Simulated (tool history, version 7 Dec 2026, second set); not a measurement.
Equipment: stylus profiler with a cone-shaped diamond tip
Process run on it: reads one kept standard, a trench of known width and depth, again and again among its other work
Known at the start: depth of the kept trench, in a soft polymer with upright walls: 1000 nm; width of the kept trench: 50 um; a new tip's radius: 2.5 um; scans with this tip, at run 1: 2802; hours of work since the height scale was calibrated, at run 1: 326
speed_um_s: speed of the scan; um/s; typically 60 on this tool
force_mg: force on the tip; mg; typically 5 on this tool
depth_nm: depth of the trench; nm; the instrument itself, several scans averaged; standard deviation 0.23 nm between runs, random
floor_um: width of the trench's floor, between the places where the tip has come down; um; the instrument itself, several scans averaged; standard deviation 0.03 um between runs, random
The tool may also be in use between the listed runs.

run,hour,speed_um_s,force_mg,scans with this tip,hours of work since the height scale was calibrated,depth_nm,floor_um
1,0,60,5,2802,326,1019.39,45.88
2,15,60,5,2856,332,1019.48,45.89
3,34.1,60,5,2925,340,1019.51,45.92
4,44.5,60,11.9,2963,345,1034.55,45.89
5,57.8,60,11.9,3011,350,1034.7,45.98
6,66.8,60,11.9,3043,354,1034.48,45.96
7,82.2,60,11.9,3099,361,1035.07,45.95
8,97.2,27,2.28,3153,367,1011.77,45.94
9,114.9,27,2.28,3217,374,1012.03,45.91

Estimate the outcome of run 10 from the log above:
10,133.3,46,2.28,3283,382,?,?

Run 10 measured depth_nm 1011.62 nm, floor_um 45.91 um.
Without the tool's hidden state the same run would have given depth_nm 1011.61 nm, floor_um 45.91 um.
